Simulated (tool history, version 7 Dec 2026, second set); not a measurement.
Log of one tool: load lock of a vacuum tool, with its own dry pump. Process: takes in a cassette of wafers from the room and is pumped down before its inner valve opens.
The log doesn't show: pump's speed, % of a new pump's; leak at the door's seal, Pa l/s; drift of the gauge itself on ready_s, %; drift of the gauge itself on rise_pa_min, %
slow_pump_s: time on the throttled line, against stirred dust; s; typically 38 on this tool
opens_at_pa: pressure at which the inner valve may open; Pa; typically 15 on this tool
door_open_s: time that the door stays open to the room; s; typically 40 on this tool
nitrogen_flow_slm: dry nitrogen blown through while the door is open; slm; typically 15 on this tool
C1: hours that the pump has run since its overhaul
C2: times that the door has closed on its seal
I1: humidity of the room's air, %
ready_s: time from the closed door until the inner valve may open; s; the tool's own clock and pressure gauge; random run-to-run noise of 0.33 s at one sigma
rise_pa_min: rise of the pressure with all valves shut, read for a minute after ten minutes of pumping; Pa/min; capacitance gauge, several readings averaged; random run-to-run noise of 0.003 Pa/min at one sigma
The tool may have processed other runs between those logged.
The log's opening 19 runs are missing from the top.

run 20 hour=9652.3 | slow_pump_s=60 opens_at_pa=16 door_open_s=150 nitrogen_flow_slm=22 | C1=22591 C2=19484 | I1=42.9 | ready_s=117.3 rise_pa_min=0.072
-- hour=10196.2 dry pump taken out, an overhauled one fitted
run 21 hour=10221.5 | slow_pump_s=23 opens_at_pa=11 door_open_s=40 nitrogen_flow_slm=10 | C1=25 C2=21473 | I1=48.9 | ready_s=87.1 rise_pa_min=0.072
run 22 hour=10551.6 | slow_pump_s=23 opens_at_pa=17 door_open_s=26 nitrogen_flow_slm=10 | C1=355 C2=22639 | I1=41 | ready_s=84.8 rise_pa_min=0.071
run 23 hour=10840.8 | slow_pump_s=30 opens_at_pa=17 door_open_s=26 nitrogen_flow_slm=11 | C1=645 C2=23660 | I1=43.7 | ready_s=89.4 rise_pa_min=0.071
run 24 hour=11164.7 | slow_pump_s=38 opens_at_pa=12 door_open_s=70 nitrogen_flow_slm=15 | C1=968 C2=24804 | I1=48.1 | ready_s=97.9 rise_pa_min=0.085
run 25 hour=11670.6 | slow_pump_s=31 opens_at_pa=15 door_open_s=55 nitrogen_flow_slm=8 | C1=1474 C2=26591 | I1=42.9 | ready_s=91.5 rise_pa_min=0.092
run 26 hour=12137.5 | slow_pump_s=31 opens_at_pa=15 door_open_s=55 nitrogen_flow_slm=24 | C1=1941 C2=28239 | I1=43.9 | ready_s=91.5 rise_pa_min=0.095
run 27 hour=12515.3 | slow_pump_s=64 opens_at_pa=13 door_open_s=40 nitrogen_flow_slm=44 | C1=2319 C2=29573 | I1=42.9 | ready_s=116.2 rise_pa_min=0.09
run 28 hour=13042.4 | slow_pump_s=38 opens_at_pa=20 door_open_s=40 nitrogen_flow_slm=15 | C1=2846 C2=31435 | I1=43.7 | ready_s=94 rise_pa_min=0.111
run 29 hour=13493.3 | slow_pump_s=38 opens_at_pa=20 door_open_s=40 nitrogen_flow_slm=15 | C1=3297 C2=33027 | I1=47 | ready_s=93.8 rise_pa_min=0.118
run 30 hour=13867.5 | slow_pump_s=70 opens_at_pa=15 door_open_s=40 nitrogen_flow_slm=17 | C1=3671 C2=34349 | I1=43.4 | ready_s=119.3 rise_pa_min=0.127
run 31 hour=14172.4 | slow_pump_s=70 opens_at_pa=15 door_open_s=40 nitrogen_flow_slm=17 | C1=3976 C2=35426 | I1=45.4 | ready_s=119.6 rise_pa_min=0.126
run 32 hour=14777.6 | slow_pump_s=70 opens_at_pa=15 door_open_s=40 nitrogen_flow_slm=44 | C1=4581 C2=37563 | I1=42.2 | ready_s=120.7 rise_pa_min=0.137
run 33 hour=15316.4 | slow_pump_s=33 opens_at_pa=15 door_open_s=40 nitrogen_flow_slm=44 | C1=5120 C2=39466 | I1=46.1 | ready_s=93.6 rise_pa_min=0.144
run 34 hour=15698.5 | slow_pump_s=22 opens_at_pa=17 door_open_s=40 nitrogen_flow_slm=15 | C1=5502 C2=40815 | I1=44.1 | ready_s=84.9 rise_pa_min=0.152
run 35 hour=16340.9 | slow_pump_s=34 opens_at_pa=20 door_open_s=93 nitrogen_flow_slm=5 | C1=6145 C2=43084 | I1=47.3 | ready_s=92.2 rise_pa_min=0.209
run 36 hour=16746.4 | slow_pump_s=38 opens_at_pa=15 door_open_s=201 nitrogen_flow_slm=13 | C1=6550 C2=44516 | I1=46 | ready_s=97.7 rise_pa_min=0.214

Expected results for the next run?
run 37 hour=17121.5 | slow_pump_s=38 opens_at_pa=13 door_open_s=38 nitrogen_flow_slm=15 | C1=6925 C2=45841 | I1=46.7 | ready_s=? rise_pa_min=?

Run 37 measured ready_s 99.4 s, rise_pa_min 0.186 Pa/min.
If the tool had no hidden condition, the same run with the same run-to-run variation would have returned ready_s 97.4 s, rise_pa_min 0.013 Pa/min.
